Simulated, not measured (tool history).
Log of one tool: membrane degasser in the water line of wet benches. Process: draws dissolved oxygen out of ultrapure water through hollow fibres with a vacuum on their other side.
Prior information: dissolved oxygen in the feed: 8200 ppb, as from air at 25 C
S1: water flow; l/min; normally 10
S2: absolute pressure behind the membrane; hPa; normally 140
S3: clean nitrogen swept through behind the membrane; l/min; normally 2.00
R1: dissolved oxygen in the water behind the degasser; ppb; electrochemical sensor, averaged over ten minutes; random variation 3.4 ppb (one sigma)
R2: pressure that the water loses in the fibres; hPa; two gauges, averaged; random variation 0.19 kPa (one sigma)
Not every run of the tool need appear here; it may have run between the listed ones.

run	hour	S1	S2	S3	R1	R2
1	0.0	10	140	2.00	337.9	469.4
2	119.9	10	140	2.00	336.9	469.1
3	233.8	10	150	2.00	349.8	470.9
4	306.8	10	150	2.00	356.7	469.3
5	421.8	10	150	2.00	349.7	468.2
6	530.8	10	150	2.00	348.0	474.0
7	666.3	10	150	2.00	351.9	474.5
8	820.2	10	150	1.48	393.8	472.8
9	956.2	10	257	2.00	472.1	474.5
10	1101.4	12	261	3.02	479.9	564.7
11	1219.3	11	129	3.90	310.3	519.1
12	1378.1	11	129	3.90	312.2	524.6
13	1506.0	11	91	1.76	328.8	524.1
14	1621.7	6	232	5.32	154.0	284.2
15	1719.4	6	160	4.56	137.2	285.2
16	1860.5	6	160	4.56	138.4	284.3

Alternative continuations, all from the tool just after run 16; predict every row:
A	1938.3	9	97	2.94	?	?
B	1938.3	6	132	4.56	?	?
C	1938.3	7	138	0.92	?	?
D	1938.3	6	94	4.56	?	?

run	R1	R2
A	233.8	428.7
B	127.8	284.4
C	309.2	335.6
D	117.4	283.4
What these runs would have given with no unlogged condition in the tool:
run	R1	R2
A	232.8	421.2
B	127.2	279.4
C	307.9	329.7
D	116.8	278.4
